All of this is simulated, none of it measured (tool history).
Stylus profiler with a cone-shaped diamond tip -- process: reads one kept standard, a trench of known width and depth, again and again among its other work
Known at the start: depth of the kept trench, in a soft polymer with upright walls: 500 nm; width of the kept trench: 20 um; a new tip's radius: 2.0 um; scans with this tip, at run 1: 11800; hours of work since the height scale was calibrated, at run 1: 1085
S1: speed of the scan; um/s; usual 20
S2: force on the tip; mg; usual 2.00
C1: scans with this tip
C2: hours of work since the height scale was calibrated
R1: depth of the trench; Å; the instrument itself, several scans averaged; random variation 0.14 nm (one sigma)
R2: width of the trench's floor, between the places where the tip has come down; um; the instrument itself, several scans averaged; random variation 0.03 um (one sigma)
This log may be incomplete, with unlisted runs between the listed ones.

{"run": 1, "hour": 0.0, "S1": 20, "S2": 2.0, "C1": 11800, "C2": 1085, "R1": 5064.8, "R2": 16.25}
{"run": 2, "hour": 24.8, "S1": 20, "S2": 2.0, "C1": 11999, "C2": 1103, "R1": 5065.3, "R2": 16.22}
{"run": 3, "hour": 57.5, "S1": 20, "S2": 3.01, "C1": 12260, "C2": 1127, "R1": 5076.5, "R2": 16.2}
{"run": 4, "hour": 88.5, "S1": 20, "S2": 2.0, "C1": 12508, "C2": 1150, "R1": 5066.8, "R2": 16.23}
{"run": 5, "hour": 119.1, "S1": 20, "S2": 2.0, "C1": 12753, "C2": 1172, "R1": 5067.5, "R2": 16.16}
{"run": 6, "hour": 139.0, "S1": 20, "S2": 2.0, "C1": 12912, "C2": 1187, "R1": 5067.1, "R2": 16.16}
{"run": 7, "hour": 170.7, "S1": 20, "S2": 2.0, "C1": 13166, "C2": 1210, "R1": 5066.8, "R2": 16.14}
{"run": 8, "hour": 193.1, "S1": 40, "S2": 2.0, "C1": 13345, "C2": 1227, "R1": 5069.5, "R2": 16.03}
{"run": 9, "hour": 224.9, "S1": 20, "S2": 1.23, "C1": 13600, "C2": 1250, "R1": 5057.8, "R2": 16.12}
{"run": 10, "hour": 239.0, "S1": 20, "S2": 2.0, "C1": 13712, "C2": 1261, "R1": 5066.7, "R2": 16.12}
{"run": 11, "hour": 269.8, "S1": 20, "S2": 2.0, "C1": 13958, "C2": 1283, "R1": 5072.4, "R2": 16.04}
{"run": 12, "hour": 294.6, "S1": 20, "S2": 2.0, "C1": 14157, "C2": 1301, "R1": 5070.4, "R2": 16.06}
{"run": 13, "hour": 312.4, "S1": 20, "S2": 2.0, "C1": 14300, "C2": 1315, "R1": 5073.2, "R2": 16.06}
{"run": 14, "hour": 342.2, "S1": 20, "S2": 2.43, "C1": 14538, "C2": 1336, "R1": 5075.6, "R2": 16.04}
{"run": 15, "hour": 374.4, "S1": 20, "S2": 2.0, "C1": 14796, "C2": 1360, "R1": 5073.1, "R2": 16.05}
{"run": 16, "hour": 407.5, "S1": 20, "S2": 2.0, "C1": 15060, "C2": 1384, "R1": 5072.3, "R2": 16.0}
{"run": 17, "hour": 434.5, "S1": 20, "S2": 2.0, "C1": 15277, "C2": 1404, "R1": 5071.2, "R2": 16.01}
{"run": 18, "hour": 449.2, "S1": 8, "S2": 2.0, "C1": 15394, "C2": 1415, "R1": 5071.6, "R2": 15.97}
{"run": 19, "hour": 474.0, "S1": 8, "S2": 2.0, "C1": 15593, "C2": 1433, "R1": 5071.6, "R2": 16.02}
{"run": 20, "hour": 492.4, "S1": 8, "S2": 2.0, "C1": 15740, "C2": 1447, "R1": 5074.2, "R2": 16.0}
{"run": 21, "hour": 509.7, "S1": 5, "S2": 1.38, "C1": 15878, "C2": 1460, "R1": 5065.1, "R2": 16.02}
{"run": 22, "hour": 523.7, "S1": 69, "S2": 2.36, "C1": 15991, "C2": 1470, "R1": 5077.9, "R2": 15.81}
{"run": 23, "hour": 548.1, "S1": 69, "S2": 2.36, "C1": 16186, "C2": 1488, "R1": 5079.2, "R2": 15.75}
{"run": 24, "hour": 563.4, "S1": 6, "S2": 3.03, "C1": 16308, "C2": 1499, "R1": 5087.6, "R2": 15.99}
{"run": 25, "hour": 594.5, "S1": 6, "S2": 3.03, "C1": 16557, "C2": 1522, "R1": 5088.4, "R2": 15.94}
{"run": 26, "hour": 621.9, "S1": 6, "S2": 3.03, "C1": 16776, "C2": 1542, "R1": 5088.0, "R2": 15.95}
{"run": 27, "hour": 651.0, "S1": 15, "S2": 3.03, "C1": 17009, "C2": 1564, "R1": 5088.5, "R2": 15.88}
{"run": 28, "hour": 676.9, "S1": 43, "S2": 2.31, "C1": 17216, "C2": 1583, "R1": 5081.6, "R2": 15.78}
{"run": 29, "hour": 693.7, "S1": 66, "S2": 1.35, "C1": 17351, "C2": 1595, "R1": 5069.2, "R2": 15.61}
{"run": 30, "hour": 722.1, "S1": 66, "S2": 3.67, "C1": 17578, "C2": 1616, "R1": 5094.6, "R2": 15.76}
{"run": 31, "hour": 754.6, "S1": 18, "S2": 1.7, "C1": 17838, "C2": 1640, "R1": 5074.4, "R2": 15.82}
{"run": 32, "hour": 771.9, "S1": 18, "S2": 1.7, "C1": 17977, "C2": 1653, "R1": 5074.8, "R2": 15.83}
{"run": 33, "hour": 785.4, "S1": 16, "S2": 2.25, "C1": 18085, "C2": 1663, "R1": 5083.7, "R2": 15.82}
{"run": 34, "hour": 799.1, "S1": 16, "S2": 2.25, "C1": 18194, "C2": 1673, "R1": 5082.3, "R2": 15.85}
{"run": 35, "hour": 818.3, "S1": 22, "S2": 1.09, "C1": 18348, "C2": 1687, "R1": 5064.8, "R2": 15.74}
{"run": 36, "hour": 836.0, "S1": 6, "S2": 2.27, "C1": 18490, "C2": 1700, "R1": 5083.8, "R2": 15.88}
{"run": 37, "hour": 854.9, "S1": 22, "S2": 2.14, "C1": 18640, "C2": 1714, "R1": 5081.5, "R2": 15.79}
{"run": 38, "hour": 877.1, "S1": 22, "S2": 2.14, "C1": 18818, "C2": 1730, "R1": 5082.3, "R2": 15.73}
{"run": 39, "hour": 899.1, "S1": 20, "S2": 1.33, "C1": 18994, "C2": 1746, "R1": 5072.5, "R2": 15.76}
{"run": 40, "hour": 930.7, "S1": 9, "S2": 2.14, "C1": 19247, "C2": 1769, "R1": 5086.3, "R2": 15.72}

Results for each run, recomputed without the tool's hidden state and with each run's random variation untouched:
What the log doesn't record here: radius of the tip, um; height scale over the true one, %; drift of the gauge itself on depth_nm, %; drift of the gauge itself on floor_um, %.
run=1 R1=5038.4 R2=17.28
run=2 R1=5038.5 R2=17.28
run=3 R1=5049.0 R2=17.27
run=4 R1=5038.9 R2=17.32
run=5 R1=5039.1 R2=17.26
run=6 R1=5038.3 R2=17.28
run=7 R1=5037.5 R2=17.28
run=8 R1=5039.8 R2=17.18
run=9 R1=5027.6 R2=17.28
run=10 R1=5036.1 R2=17.29
run=11 R1=5041.3 R2=17.23
run=12 R1=5038.8 R2=17.27
run=13 R1=5041.4 R2=17.28
run=14 R1=5043.2 R2=17.27
run=15 R1=5040.2 R2=17.30
run=16 R1=5038.8 R2=17.27
run=17 R1=5037.2 R2=17.30
run=18 R1=5037.4 R2=17.26
run=19 R1=5037.0 R2=17.33
run=20 R1=5039.3 R2=17.32
run=21 R1=5030.0 R2=17.34
run=22 R1=5042.4 R2=17.14
run=23 R1=5043.4 R2=17.09
run=24 R1=5051.4 R2=17.34
run=25 R1=5051.7 R2=17.31
run=26 R1=5050.8 R2=17.33
run=27 R1=5050.7 R2=17.28
run=28 R1=5043.5 R2=17.19
run=29 R1=5030.9 R2=17.03
run=30 R1=5055.6 R2=17.20
run=31 R1=5035.1 R2=17.28
run=32 R1=5035.2 R2=17.30
run=33 R1=5043.8 R2=17.29
run=34 R1=5042.2 R2=17.33
run=35 R1=5024.5 R2=17.23
run=36 R1=5043.0 R2=17.37
run=37 R1=5040.4 R2=17.30
run=38 R1=5040.8 R2=17.24
run=39 R1=5030.7 R2=17.29
run=40 R1=5043.9 R2=17.27
